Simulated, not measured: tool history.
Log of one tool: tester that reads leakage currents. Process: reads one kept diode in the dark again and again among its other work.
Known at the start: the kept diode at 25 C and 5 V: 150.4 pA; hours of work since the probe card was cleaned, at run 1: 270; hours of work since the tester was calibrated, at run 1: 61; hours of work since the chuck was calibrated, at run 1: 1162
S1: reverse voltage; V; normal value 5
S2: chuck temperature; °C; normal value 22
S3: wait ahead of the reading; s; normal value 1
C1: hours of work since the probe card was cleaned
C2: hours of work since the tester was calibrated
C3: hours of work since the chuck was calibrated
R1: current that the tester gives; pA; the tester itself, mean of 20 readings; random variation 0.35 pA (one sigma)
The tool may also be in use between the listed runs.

run    hour     S1  S2    S3    C1    C2    C3       R1
  1       0      5  22     1   270    61  1162   119.88
  2    45.7      5  22     1   299    90  1191   119.04
  3      97      5  22     1   331   122  1223   119.45
  4   124.3      5  22     1   349   139  1241   120.47
  5   151.8      5  22     1   366   157  1258   120.43
  6     187      5  22     1   388   179  1280   120.03
  7   224.2      5  22     1   412   202  1304   120.38
  8   251.5      5  22     1   429   219  1321    120.2
  9   277.8      5  22     1   445   236  1337   120.14
 10   335.8   1.25  22     1   482   273  1374    76.41
 11   387.9   1.25  22     1   515   305  1407    76.12
 12   437.4      5  22     1   546   337  1438   120.98
 13     493  16.58  22     1   581   372  1473   183.29
 14   546.3  16.58  22     1   615   405  1507   184.79
 15   575.9  16.58  22  3.84   633   424  1525   183.03
 16   637.5      5  22     1   672   463  1564   122.62
 17   675.3    5.8  22     1   696   487  1588   128.61
 18   735.4    5.8  22     1   734   524  1626   129.38
 19   770.7    5.8  22     1   756   547  1648   128.96
 20   827.2    5.8  22     1   792   582  1684   130.06
 21   877.1  17.55  22  0.62   823   614  1715   191.37
 22   910.7  17.55  25  2.04   844   635  1736      248
 23   960.6  17.55  25  2.04   876   666  1768   250.32
 24   986.8      5  36  1.34   892   683  1784   423.71
 25  1034.3      5  22   7.5   922   713  1814   124.02
 26  1069.3      5  22   7.5   944   735  1836   123.68
 27  1111.1      5  22   7.5   971   761  1863   123.89
 28  1171.9  14.48  21   3.5  1009   800  1901   165.45
 29  1207.3  17.33  29  3.86  1031   822  1923   354.57
 30  1260.7   7.79  48     1  1065   856  1957  1315.59
 31  1308.4   7.79  48     1  1095   886  1987  1308.87
 32    1337   7.79  24  9.99  1113   904  2005   174.91
 33  1374.7  11.05  22  0.38  1137   927  2029   166.58
 34  1418.4      5  56     1  1164   955  2056  2100.28
 35  1472.6      5  22  4.27  1198   989  2091    125.7
 36  1534.3      5  22  4.27  1237  1028  2129   126.65
 37  1566.6   1.79  22  4.27  1258  1048  2150    89.21
 38  1609.8      5  24  0.59  1285  1076  2177   152.25
 39  1656.2      5  24  0.59  1314  1105  2206   152.45

Below are 3 alternative next runs, each starting from the tool's condition after run 39. Predict each:
  A  1702.6  2.56  24  0.55  1343  1134  2235   ?
  B  1702.6     5  55  4.76  1343  1134  2235   ?
  C  1702.6  1.56  24  0.59  1343  1134  2235   ?

run       R1
  A   121.49
  B  1965.65
  C   103.33
Take away the tool's hidden state, keep each run's random variation, and the runs would have read:
run       R1
  A   110.79
  B  1844.18
  C    94.71

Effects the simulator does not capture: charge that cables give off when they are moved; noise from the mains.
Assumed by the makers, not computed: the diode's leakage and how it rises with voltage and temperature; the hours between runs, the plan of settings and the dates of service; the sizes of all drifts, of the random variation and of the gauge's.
